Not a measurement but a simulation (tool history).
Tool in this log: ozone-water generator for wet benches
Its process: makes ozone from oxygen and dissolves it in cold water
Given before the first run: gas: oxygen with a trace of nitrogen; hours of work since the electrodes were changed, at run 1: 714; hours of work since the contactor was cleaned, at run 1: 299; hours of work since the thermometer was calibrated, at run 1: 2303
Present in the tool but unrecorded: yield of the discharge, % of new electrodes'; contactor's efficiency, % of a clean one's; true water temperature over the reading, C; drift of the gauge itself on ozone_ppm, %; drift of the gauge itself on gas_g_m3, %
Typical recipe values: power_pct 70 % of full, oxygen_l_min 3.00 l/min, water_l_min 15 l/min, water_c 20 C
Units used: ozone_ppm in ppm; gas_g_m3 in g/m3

run,hour,power_pct,oxygen_l_min,water_l_min,water_c,hours of work since the electrodes were changed,hours of work since the contactor was cleaned,hours of work since the thermometer was calibrated,ozone_ppm,gas_g_m3
1,0.0,70,3.00,15,20,714,299,2303,13.9,144.4
2,81.2,70,3.00,15,20,778,364,2367,13.5,144.7
3,164.8,70,3.00,15,20,844,430,2433,13.7,144.3
4,203.2,70,3.00,15,20,875,460,2464,13.9,145.0
5,253.8,70,3.00,15,20,915,501,2504,13.3,141.7
6,299.0,70,3.00,15,20,951,536,2540,13.8,144.1
7,334.9,70,3.00,15,20,979,565,2568,13.6,145.8
8,416.3,70,3.00,20,20,1044,629,2633,10.9,143.2
9,490.4,70,3.00,20,20,1103,688,2692,10.7,143.4
10,532.2,70,3.00,20,20,1136,721,2725,10.9,143.7
11,588.4,70,3.00,20,20,1181,766,2769,10.8,143.7
12,655.6,70,3.00,20,20,1234,819,2823,10.8,142.4
13,707.1,46,3.00,15,20,1275,860,2864,10.9,116.5
14,762.0,46,3.00,15,20,1318,904,2907,10.8,116.8
15,800.9,70,3.00,15,20,1349,935,2938,13.5,143.3
16,858.0,70,3.00,18,20,1394,980,2983,11.6,142.7
17,943.7,47,3.00,15,20,1463,1048,3051,11.1,117.1
18,1030.8,44,1.92,14,17,1532,1117,3121,11.5,152.8
19,1078.7,44,1.92,14,17,1570,1155,3159,11.7,152.8
20,1166.9,42,2.51,12,20,1640,1225,3229,12.5,124.2
21,1209.2,70,3.39,15,20,1673,1259,3262,13.2,130.6
22,1281.2,70,3.39,15,20,1730,1316,3319,13.3,130.9
23,1364.9,70,3.39,15,20,1797,1382,3386,13.3,130.6
24,1416.9,70,3.00,21,24,1838,1423,3427,9.7,142.4
25,1504.5,70,3.00,21,24,1907,1493,3496,9.7,142.1
26,1581.1,70,3.00,21,24,1968,1554,3557,9.9,141.4
27,1660.9,70,3.00,21,24,2032,1617,3620,9.7,142.1
28,1701.8,69,3.00,15,15,2064,1649,3653,14.0,141.5
29,1758.5,55,3.00,15,15,2109,1695,3698,12.5,126.8
30,1799.5,55,1.83,13,15,2142,1727,3731,14.3,174.1
31,1839.0,60,3.42,19,17,2173,1758,3762,10.2,119.6
32,1887.4,70,3.00,11,18,2211,1797,3800,17.1,140.9
33,1923.6,60,2.90,11,24,2240,1826,3829,14.2,134.4

Branching from run 33: 4 alternative next runs. What would each branch give?
A,1970.8,52,3.00,15,19,2278,1863,3866,?,?
B,1970.8,63,3.00,11,20,2278,1863,3866,?,?
C,1970.8,70,3.00,13,20,2278,1863,3866,?,?
D,1970.8,42,3.00,15,15,2278,1863,3866,?,?

run,ozone_ppm,gas_g_m3
A,11.4,122.0
B,15.5,135.5
C,14.6,143.0
D,10.8,110.7
Stripped of hidden state, with their random variation kept, the same runs would have yielded:
run,ozone_ppm,gas_g_m3
A,11.9,125.0
B,16.3,139.3
C,15.3,147.2
D,11.3,113.1
